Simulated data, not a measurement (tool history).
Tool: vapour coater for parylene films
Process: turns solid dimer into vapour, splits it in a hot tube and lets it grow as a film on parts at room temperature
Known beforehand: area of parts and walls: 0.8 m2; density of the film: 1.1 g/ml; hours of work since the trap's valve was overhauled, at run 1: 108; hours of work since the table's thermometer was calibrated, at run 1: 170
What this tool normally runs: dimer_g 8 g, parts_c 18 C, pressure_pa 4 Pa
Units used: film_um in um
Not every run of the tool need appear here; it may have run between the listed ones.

| run | hour | dimer_g | parts_c | pressure_pa | hours of work since the trap's valve was overhauled | hours of work since the table's thermometer was calibrated | film_um |
|---|---|---|---|---|---|---|---|
| 1 | 0 | 8 | 18 | 4 | 108 | 170 | 5.89 |
| 2 | 15.1 | 8 | 18 | 4 | 115 | 176 | 5.86 |
| 3 | 34.2 | 8 | 17 | 4 | 123 | 185 | 6.17 |
| 4 | 53.9 | 5 | 18 | 4 | 132 | 193 | 3.63 |
| 5 | 74.7 | 8 | 18 | 4 | 141 | 202 | 5.69 |
| 6 | 95.1 | 8 | 18 | 4 | 150 | 211 | 5.82 |
| 7 | 105.7 | 8 | 18 | 4 | 154 | 216 | 5.74 |
| 8 | 114.8 | 10 | 18 | 4 | 158 | 220 | 7.19 |
| 9 | 135.2 | 10 | 18 | 4 | 167 | 229 | 7.14 |
| 10 | 152.5 | 10 | 18 | 4 | 175 | 236 | 7.17 |
| 11 | 163.5 | 10 | 18 | 4 | 179 | 241 | 7.11 |
| 12 | 185.1 | 10 | 18 | 4 | 189 | 250 | 7.14 |
| 13 | 200.5 | 8 | 18 | 6.78 | 195 | 257 | 5.31 |
| 14 | 213.3 | 8 | 18 | 6.78 | 201 | 262 | 5.2 |
| 15 | 222.1 | 8 | 18 | 6.78 | 205 | 266 | 5.21 |
| 16 | 237.2 | 8 | 18 | 6.78 | 211 | 273 | 5.21 |
| 17 | 253.9 | 8 | 18 | 2.57 | 219 | 280 | 5.84 |
| 18 | 263.7 | 8 | 18 | 2.57 | 223 | 284 | 5.94 |
| 19 | 272.5 | 8 | 18 | 2.57 | 227 | 288 | 5.77 |
|  | 277.7 | trap's valve overhauled |
| 20 | 286.9 | 8 | 18 | 2.57 | 4 | 293 | 5.74 |
| 21 | 303.7 | 8 | 18 | 4 | 11 | 300 | 5.48 |
| 22 | 325.2 | 9 | 18 | 4 | 21 | 309 | 6.07 |
| 23 | 344.4 | 8 | 18 | 4 | 29 | 318 | 5.29 |
| 24 | 365.7 | 8 | 25 | 5.18 | 38 | 327 | 3.8 |
| 25 | 385.4 | 3 | 13 | 2.38 | 47 | 336 | 2.6 |
|  | 404.7 | trap's valve overhauled, once more |
| 26 | 409.8 | 8 | 19 | 2.38 | 2 | 344 | 6.09 |
| 27 | 426.7 | 8 | 19 | 2.38 | 10 | 352 | 6.27 |
| 28 | 441.1 | 3 | 19 | 8.5 | 16 | 358 | 1.95 |
| 29 | 456 | 3 | 19 | 8.5 | 22 | 364 | 1.96 |
| 30 | 475.4 | 4 | 18 | 4 | 31 | 373 | 3.01 |
| 31 | 493.7 | 8 | 19 | 2.17 | 39 | 381 | 6.19 |
| 32 | 509.6 | 8 | 19 | 2.17 | 46 | 388 | 6.1 |
| 33 | 523.2 | 4 | 26 | 2.03 | 52 | 394 | 2.28 |
| 34 | 544 | 4 | 26 | 2.03 | 61 | 403 | 2.26 |
| 35 | 564.9 | 8 | 18 | 3.32 | 70 | 412 | 5.99 |
| 36 | 575.2 | 4 | 18 | 4 | 74 | 416 | 2.94 |
| 37 | 590.3 | 4 | 18 | 4 | 81 | 423 | 2.92 |
| 38 | 609.1 | 3 | 10 | 2.37 | 89 | 431 | 3.24 |
| 39 | 625.4 | 8 | 30 | 11.57 | 96 | 438 | 3 |
| 40 | 646.3 | 9 | 20 | 3.7 | 105 | 447 | 6.07 |
| 41 | 659.3 | 9 | 20 | 3.7 | 111 | 453 | 6.05 |
| 42 | 677 | 9 | 20 | 3.7 | 118 | 460 | 5.94 |
| 43 | 692.9 | 8 | 15 | 5.06 | 125 | 467 | 6.33 |
| 44 | 702 | 3 | 15 | 5.06 | 129 | 471 | 2.4 |
| 45 | 717.8 | 14 | 18 | 10.46 | 136 | 478 | 8.81 |
| 46 | 736.1 | 12 | 29 | 6 | 144 | 486 | 5.05 |

Run by run, hidden condition taken away, random variation retained:
Hidden conditions of the tool in this case: vapour lost through the trap's worn valve, %; true temperature of the parts over the reading, C; drift of the gauge itself on film_um, %.
| run | film_um |
|---|---|
| 1 | 6.25 |
| 2 | 6.24 |
| 3 | 6.59 |
| 4 | 3.89 |
| 5 | 6.14 |
| 6 | 6.3 |
| 7 | 6.23 |
| 8 | 7.82 |
| 9 | 7.8 |
| 10 | 7.86 |
| 11 | 7.82 |
| 12 | 7.88 |
| 13 | 5.88 |
| 14 | 5.78 |
| 15 | 5.8 |
| 16 | 5.81 |
| 17 | 6.55 |
| 18 | 6.67 |
| 19 | 6.5 |
| 20 | 6.58 |
| 21 | 6.3 |
| 22 | 7.02 |
| 23 | 6.14 |
| 24 | 4.43 |
| 25 | 3.04 |
| 26 | 6.24 |
| 27 | 6.44 |
| 28 | 2.01 |
| 29 | 2.02 |
| 30 | 3.13 |
| 31 | 6.45 |
| 32 | 6.37 |
| 33 | 2.39 |
| 34 | 2.38 |
| 35 | 6.33 |
| 36 | 3.12 |
| 37 | 3.1 |
| 38 | 3.37 |
| 39 | 3.22 |
| 40 | 6.52 |
| 41 | 6.53 |
| 42 | 6.42 |
| 43 | 6.88 |
| 44 | 2.61 |
| 45 | 9.62 |
| 46 | 5.53 |
